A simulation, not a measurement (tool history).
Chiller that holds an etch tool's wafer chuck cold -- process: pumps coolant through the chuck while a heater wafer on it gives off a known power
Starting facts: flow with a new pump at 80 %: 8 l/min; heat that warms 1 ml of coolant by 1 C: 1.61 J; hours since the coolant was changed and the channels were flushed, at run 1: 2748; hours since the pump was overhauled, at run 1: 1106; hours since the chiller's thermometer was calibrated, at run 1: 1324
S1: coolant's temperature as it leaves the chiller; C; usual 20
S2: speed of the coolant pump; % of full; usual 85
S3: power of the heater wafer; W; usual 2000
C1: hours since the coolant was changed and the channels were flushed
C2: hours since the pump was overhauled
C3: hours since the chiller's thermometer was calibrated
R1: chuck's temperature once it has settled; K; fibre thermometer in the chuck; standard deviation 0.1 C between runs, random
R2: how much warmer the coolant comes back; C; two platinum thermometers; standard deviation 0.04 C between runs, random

run 1 hour=0.0 | S1=20 S2=85 S3=2000 | C1=2748 C2=1106 C3=1324 | R1=314.45 R2=8.96
run 2 hour=83.0 | S1=22 S2=85 S3=2000 | C1=2831 C2=1189 C3=1407 | R1=316.55 R2=8.95
run 3 hour=133.8 | S1=22 S2=85 S3=2000 | C1=2882 C2=1240 C3=1458 | R1=316.45 R2=8.95
run 4 hour=189.2 | S1=20 S2=62 S3=2000 | C1=2938 C2=1295 C3=1513 | R1=319.15 R2=12.53
run 5 hour=264.7 | S1=20 S2=63 S3=2000 | C1=3013 C2=1371 C3=1589 | R1=318.85 R2=12.30
run 6 hour=311.3 | S1=20 S2=85 S3=2000 | C1=3060 C2=1417 C3=1635 | R1=314.65 R2=9.04
run 7 hour=362.6 | S1=25 S2=85 S3=2000 | C1=3111 C2=1469 C3=1687 | R1=319.85 R2=8.98
run 8 hour=445.5 | S1=25 S2=85 S3=2000 | C1=3194 C2=1552 C3=1770 | R1=319.75 R2=9.06
run 9 hour=516.0 | S1=25 S2=85 S3=2000 | C1=3264 C2=1622 C3=1840 | R1=319.95 R2=9.03
run 10 hour=596.5 | S1=25 S2=79 S3=2000 | C1=3345 C2=1702 C3=1920 | R1=320.95 R2=9.82
run 11 hour=678.2 | S1=25 S2=76 S3=2000 | C1=3427 C2=1784 C3=2002 | R1=321.55 R2=10.25
run 12 hour=738.1 | S1=20 S2=85 S3=2351 | C1=3487 C2=1844 C3=2062 | R1=318.75 R2=10.75
-- hour=803.4 chiller's thermometer calibrated
run 13 hour=803.4 | S1=20 S2=85 S3=1356 | C1=3551 C2=1908 C3=0 | R1=308.35 R2=6.15
run 14 hour=850.5 | S1=20 S2=85 S3=1103 | C1=3598 C2=1955 C3=47 | R1=305.45 R2=4.97
run 15 hour=916.6 | S1=20 S2=85 S3=1103 | C1=3664 C2=2022 C3=113 | R1=305.55 R2=5.08
run 16 hour=997.1 | S1=20 S2=85 S3=1103 | C1=3744 C2=2102 C3=194 | R1=305.65 R2=5.08
-- hour=1003.9 chiller's thermometer calibrated, once more
run 17 hour=1061.3 | S1=15 S2=85 S3=1103 | C1=3808 C2=2165 C3=57 | R1=300.25 R2=5.06
run 18 hour=1142.7 | S1=20 S2=85 S3=1236 | C1=3889 C2=2247 C3=139 | R1=306.85 R2=5.68
run 19 hour=1198.7 | S1=19 S2=85 S3=1443 | C1=3945 C2=2303 C3=195 | R1=308.15 R2=6.69
run 20 hour=1269.4 | S1=11 S2=94 S3=2972 | C1=4016 C2=2373 C3=265 | R1=315.35 R2=12.35
run 21 hour=1331.1 | S1=21 S2=95 S3=1424 | C1=4078 C2=2435 C3=327 | R1=309.25 R2=5.88
run 22 hour=1384.1 | S1=13 S2=83 S3=2478 | C1=4130 C2=2488 C3=380 | R1=314.05 R2=11.73
run 23 hour=1422.7 | S1=13 S2=83 S3=2478 | C1=4169 C2=2527 C3=419 | R1=314.15 R2=11.69
run 24 hour=1469.8 | S1=20 S2=85 S3=1380 | C1=4216 C2=2574 C3=466 | R1=308.75 R2=6.39
run 25 hour=1528.5 | S1=18 S2=85 S3=2000 | C1=4275 C2=2633 C3=525 | R1=313.65 R2=9.25
run 26 hour=1578.5 | S1=24 S2=85 S3=1062 | C1=4325 C2=2682 C3=575 | R1=309.45 R2=5.02
run 27 hour=1619.6 | S1=24 S2=85 S3=1062 | C1=4366 C2=2724 C3=616 | R1=309.05 R2=4.95
run 28 hour=1699.2 | S1=24 S2=85 S3=1062 | C1=4446 C2=2803 C3=695 | R1=309.25 R2=4.96
run 29 hour=1785.2 | S1=14 S2=85 S3=2001 | C1=4532 C2=2889 C3=781 | R1=309.95 R2=9.38
run 30 hour=1821.5 | S1=17 S2=85 S3=1925 | C1=4568 C2=2925 C3=818 | R1=312.05 R2=9.09
run 31 hour=1858.3 | S1=22 S2=60 S3=1286 | C1=4605 C2=2962 C3=854 | R1=313.45 R2=8.73
run 32 hour=1928.8 | S1=20 S2=97 S3=1476 | C1=4675 C2=3033 C3=925 | R1=308.75 R2=5.98
run 33 hour=1972.1 | S1=30 S2=70 S3=2000 | C1=4718 C2=3076 C3=968 | R1=328.85 R2=11.52

Some steps in R1, run to run, broken into two amounts with sign: the step expected even without the hidden condition (settings, incoming material, random variation), and the rest, left for the hidden condition together with whatever gauge scatter is not in both the measured and the hidden-condition-free result:
What the log doesn't record here: heat passed by the chuck's channels, % of clean ones'; flow at a given pump speed, % of a new pump's; coolant's true temperature over the reading, C; drift of the gauge itself on chuck_c, C; drift of the gauge itself on warmer_back_c, C.
Run 12 -> 13: S3 2351 -> 1356, chiller's thermometer calibrated. R1 -10.40 K: hidden state -0.90, all else -9.50.
Run 19 -> 20: S1 19 -> 11, S2 85 -> 94, S3 1443 -> 2972. R1 +7.20 K: hidden state +1.70, all else +5.50.
Run 20 -> 21: S1 11 -> 21, S2 94 -> 95, S3 2972 -> 1424. R1 -6.10 K: hidden state -1.60, all else -4.50.
Run 21 -> 22: S1 21 -> 13, S2 95 -> 83, S3 1424 -> 2478. R1 +4.80 K: hidden state +1.40, all else +3.40.
Run 32 -> 33: S1 20 -> 30, S2 97 -> 70, S3 1476 -> 2000. R1 +20.10 K: hidden state +1.30, all else +18.80.
